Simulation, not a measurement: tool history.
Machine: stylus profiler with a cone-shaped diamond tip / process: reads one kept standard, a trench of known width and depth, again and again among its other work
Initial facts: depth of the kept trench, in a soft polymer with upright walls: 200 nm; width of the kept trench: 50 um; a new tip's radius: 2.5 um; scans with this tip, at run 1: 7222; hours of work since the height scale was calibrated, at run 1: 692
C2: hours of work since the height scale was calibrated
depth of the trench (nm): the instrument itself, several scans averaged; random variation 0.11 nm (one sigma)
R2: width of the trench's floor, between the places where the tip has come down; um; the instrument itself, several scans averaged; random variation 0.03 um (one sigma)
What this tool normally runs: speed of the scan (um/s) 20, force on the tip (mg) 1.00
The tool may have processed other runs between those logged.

{"run": 1, "hour": 0.0, "speed of the scan (um/s)": 20, "force on the tip (mg)": 1.0, "scans with this tip": 7222, "C2": 692, "depth of the trench (nm)": 201.62, "R2": 47.4}
{"run": 2, "hour": 50.1, "speed of the scan (um/s)": 20, "force on the tip (mg)": 2.35, "scans with this tip": 7461, "C2": 715, "depth of the trench (nm)": 202.54, "R2": 47.38}
{"run": 3, "hour": 91.6, "speed of the scan (um/s)": 20, "force on the tip (mg)": 1.0, "scans with this tip": 7658, "C2": 734, "depth of the trench (nm)": 201.62, "R2": 47.38}
{"run": 4, "hour": 118.0, "speed of the scan (um/s)": 20, "force on the tip (mg)": 0.44, "scans with this tip": 7784, "C2": 746, "depth of the trench (nm)": 201.4, "R2": 47.33}
{"run": 5, "hour": 168.7, "speed of the scan (um/s)": 20, "force on the tip (mg)": 0.44, "scans with this tip": 8025, "C2": 769, "depth of the trench (nm)": 201.08, "R2": 47.35}
{"run": 6, "hour": 218.1, "speed of the scan (um/s)": 20, "force on the tip (mg)": 0.44, "scans with this tip": 8260, "C2": 792, "depth of the trench (nm)": 201.58, "R2": 47.31}
{"run": 7, "hour": 266.1, "speed of the scan (um/s)": 20, "force on the tip (mg)": 1.0, "scans with this tip": 8488, "C2": 814, "depth of the trench (nm)": 201.69, "R2": 47.27}
{"run": 8, "hour": 314.8, "speed of the scan (um/s)": 14, "force on the tip (mg)": 1.0, "scans with this tip": 8720, "C2": 836, "depth of the trench (nm)": 201.8, "R2": 47.36}
{"run": 9, "hour": 356.1, "speed of the scan (um/s)": 14, "force on the tip (mg)": 1.0, "scans with this tip": 8917, "C2": 855, "depth of the trench (nm)": 201.75, "R2": 47.29}
{"run": 10, "hour": 407.1, "speed of the scan (um/s)": 14, "force on the tip (mg)": 1.0, "scans with this tip": 9159, "C2": 878, "depth of the trench (nm)": 201.95, "R2": 47.26}
{"run": 11, "hour": 431.1, "speed of the scan (um/s)": 69, "force on the tip (mg)": 1.0, "scans with this tip": 9274, "C2": 889, "depth of the trench (nm)": 201.9, "R2": 47.07}
{"run": 12, "hour": 474.5, "speed of the scan (um/s)": 69, "force on the tip (mg)": 2.6, "scans with this tip": 9480, "C2": 909, "depth of the trench (nm)": 202.71, "R2": 47.15}
{"run": 13, "hour": 501.8, "speed of the scan (um/s)": 69, "force on the tip (mg)": 2.6, "scans with this tip": 9611, "C2": 921, "depth of the trench (nm)": 202.89, "R2": 47.16}
{"run": 14, "hour": 553.4, "speed of the scan (um/s)": 20, "force on the tip (mg)": 0.46, "scans with this tip": 9856, "C2": 945, "depth of the trench (nm)": 201.39, "R2": 47.2}
{"run": 15, "hour": 595.8, "speed of the scan (um/s)": 20, "force on the tip (mg)": 0.46, "scans with this tip": 10058, "C2": 964, "depth of the trench (nm)": 201.46, "R2": 47.18}
{"run": 16, "hour": 633.6, "speed of the scan (um/s)": 55, "force on the tip (mg)": 1.0, "scans with this tip": 10238, "C2": 981, "depth of the trench (nm)": 201.66, "R2": 47.05}
{"run": 17, "hour": 684.1, "speed of the scan (um/s)": 20, "force on the tip (mg)": 2.7, "scans with this tip": 10478, "C2": 1004, "depth of the trench (nm)": 202.97, "R2": 47.21}
{"run": 18, "hour": 740.2, "speed of the scan (um/s)": 11, "force on the tip (mg)": 2.7, "scans with this tip": 10745, "C2": 1030, "depth of the trench (nm)": 202.86, "R2": 47.28}
{"run": 19, "hour": 764.3, "speed of the scan (um/s)": 20, "force on the tip (mg)": 1.0, "scans with this tip": 10860, "C2": 1041, "depth of the trench (nm)": 201.9, "R2": 47.18}
{"run": 20, "hour": 791.1, "speed of the scan (um/s)": 20, "force on the tip (mg)": 1.0, "scans with this tip": 10987, "C2": 1053, "depth of the trench (nm)": 202.0, "R2": 47.11}
{"run": 21, "hour": 829.2, "speed of the scan (um/s)": 20, "force on the tip (mg)": 1.0, "scans with this tip": 11168, "C2": 1070, "depth of the trench (nm)": 202.18, "R2": 47.13}
{"run": 22, "hour": 882.8, "speed of the scan (um/s)": 20, "force on the tip (mg)": 1.0, "scans with this tip": 11424, "C2": 1095, "depth of the trench (nm)": 202.05, "R2": 47.15}
{"run": 23, "hour": 909.3, "speed of the scan (um/s)": 20, "force on the tip (mg)": 1.0, "scans with this tip": 11550, "C2": 1107, "depth of the trench (nm)": 201.92, "R2": 47.13}
{"run": 24, "hour": 944.1, "speed of the scan (um/s)": 20, "force on the tip (mg)": 1.0, "scans with this tip": 11716, "C2": 1123, "depth of the trench (nm)": 201.92, "R2": 47.09}
{"run": 25, "hour": 967.8, "speed of the scan (um/s)": 20, "force on the tip (mg)": 1.0, "scans with this tip": 11828, "C2": 1134, "depth of the trench (nm)": 201.96, "R2": 47.12}
{"run": 26, "hour": 1012.6, "speed of the scan (um/s)": 9, "force on the tip (mg)": 1.05, "scans with this tip": 12041, "C2": 1154, "depth of the trench (nm)": 201.96, "R2": 47.14}
{"run": 27, "hour": 1060.2, "speed of the scan (um/s)": 20, "force on the tip (mg)": 2.38, "scans with this tip": 12268, "C2": 1176, "depth of the trench (nm)": 202.86, "R2": 47.07}
{"run": 28, "hour": 1110.7, "speed of the scan (um/s)": 56, "force on the tip (mg)": 1.79, "scans with this tip": 12508, "C2": 1199, "depth of the trench (nm)": 202.53, "R2": 47.01}
{"run": 29, "hour": 1161.5, "speed of the scan (um/s)": 32, "force on the tip (mg)": 2.72, "scans with this tip": 12750, "C2": 1222, "depth of the trench (nm)": 203.14, "R2": 47.07}
{"run": 30, "hour": 1192.1, "speed of the scan (um/s)": 32, "force on the tip (mg)": 2.39, "scans with this tip": 12896, "C2": 1236, "depth of the trench (nm)": 203.02, "R2": 47.0}
{"run": 31, "hour": 1247.9, "speed of the scan (um/s)": 5, "force on the tip (mg)": 2.74, "scans with this tip": 13161, "C2": 1261, "depth of the trench (nm)": 203.1, "R2": 47.09}
{"run": 32, "hour": 1287.1, "speed of the scan (um/s)": 50, "force on the tip (mg)": 1.72, "scans with this tip": 13348, "C2": 1279, "depth of the trench (nm)": 202.72, "R2": 46.94}
{"run": 33, "hour": 1311.8, "speed of the scan (um/s)": 50, "force on the tip (mg)": 0.38, "scans with this tip": 13465, "C2": 1291, "depth of the trench (nm)": 201.52, "R2": 46.73}
{"run": 34, "hour": 1345.3, "speed of the scan (um/s)": 46, "force on the tip (mg)": 1.42, "scans with this tip": 13625, "C2": 1306, "depth of the trench (nm)": 202.32, "R2": 46.95}
{"run": 35, "hour": 1398.5, "speed of the scan (um/s)": 46, "force on the tip (mg)": 1.42, "scans with this tip": 13878, "C2": 1330, "depth of the trench (nm)": 202.58, "R2": 46.9}
{"run": 36, "hour": 1429.2, "speed of the scan (um/s)": 46, "force on the tip (mg)": 1.42, "scans with this tip": 14024, "C2": 1344, "depth of the trench (nm)": 202.47, "R2": 46.9}
{"run": 37, "hour": 1479.6, "speed of the scan (um/s)": 46, "force on the tip (mg)": 1.42, "scans with this tip": 14264, "C2": 1367, "depth of the trench (nm)": 202.37, "R2": 46.89}
{"run": 38, "hour": 1510.8, "speed of the scan (um/s)": 18, "force on the tip (mg)": 1.27, "scans with this tip": 14412, "C2": 1381, "depth of the trench (nm)": 202.42, "R2": 46.96}
{"run": 39, "hour": 1540.5, "speed of the scan (um/s)": 25, "force on the tip (mg)": 1.32, "scans with this tip": 14554, "C2": 1395, "depth of the trench (nm)": 202.42, "R2": 46.92}
{"run": 40, "hour": 1592.3, "speed of the scan (um/s)": 74, "force on the tip (mg)": 0.52, "scans with this tip": 14800, "C2": 1418, "depth of the trench (nm)": 201.95, "R2": 46.58}
{"run": 41, "hour": 1619.4, "speed of the scan (um/s)": 19, "force on the tip (mg)": 1.17, "scans with this tip": 14929, "C2": 1431, "depth of the trench (nm)": 202.4, "R2": 46.93}
{"run": 42, "hour": 1675.6, "speed of the scan (um/s)": 54, "force on the tip (mg)": 0.44, "scans with this tip": 15197, "C2": 1456, "depth of the trench (nm)": 201.92, "R2": 46.59}
{"run": 43, "hour": 1714.3, "speed of the scan (um/s)": 54, "force on the tip (mg)": 0.44, "scans with this tip": 15381, "C2": 1474, "depth of the trench (nm)": 201.79, "R2": 46.7}
{"run": 44, "hour": 1766.0, "speed of the scan (um/s)": 34, "force on the tip (mg)": 2.77, "scans with this tip": 15627, "C2": 1498, "depth of the trench (nm)": 203.16, "R2": 46.88}
{"run": 45, "hour": 1811.8, "speed of the scan (um/s)": 15, "force on the tip (mg)": 0.33, "scans with this tip": 15845, "C2": 1519, "depth of the trench (nm)": 201.51, "R2": 46.88}
{"run": 46, "hour": 1836.6, "speed of the scan (um/s)": 5, "force on the tip (mg)": 0.47, "scans with this tip": 15963, "C2": 1530, "depth of the trench (nm)": 201.91, "R2": 46.9}

3 ways to go on from here, each from the tool as it stands after run 46. What would each give?
{"run": "A", "hour": 1877.0, "speed of the scan (um/s)": 6, "force on the tip (mg)": 1.52, "scans with this tip": 16155, "C2": 1548, "depth of the trench (nm)": "?", "R2": "?"}
{"run": "B", "hour": 1877.0, "speed of the scan (um/s)": 67, "force on the tip (mg)": 1.0, "scans with this tip": 16155, "C2": 1548, "depth of the trench (nm)": "?", "R2": "?"}
{"run": "C", "hour": 1877.0, "speed of the scan (um/s)": 66, "force on the tip (mg)": 0.38, "scans with this tip": 16155, "C2": 1548, "depth of the trench (nm)": "?", "R2": "?"}

run=A depth_of_the_trench_(nm)=202.54 R2=46.94
run=B depth_of_the_trench_(nm)=202.17 R2=46.69
run=C depth_of_the_trench_(nm)=201.80 R2=46.50
What these runs would have given with no unlogged condition in the tool:
run=A depth_of_the_trench_(nm)=201.41 R2=48.03
run=B depth_of_the_trench_(nm)=201.04 R2=47.79
run=C depth_of_the_trench_(nm)=200.67 R2=47.59
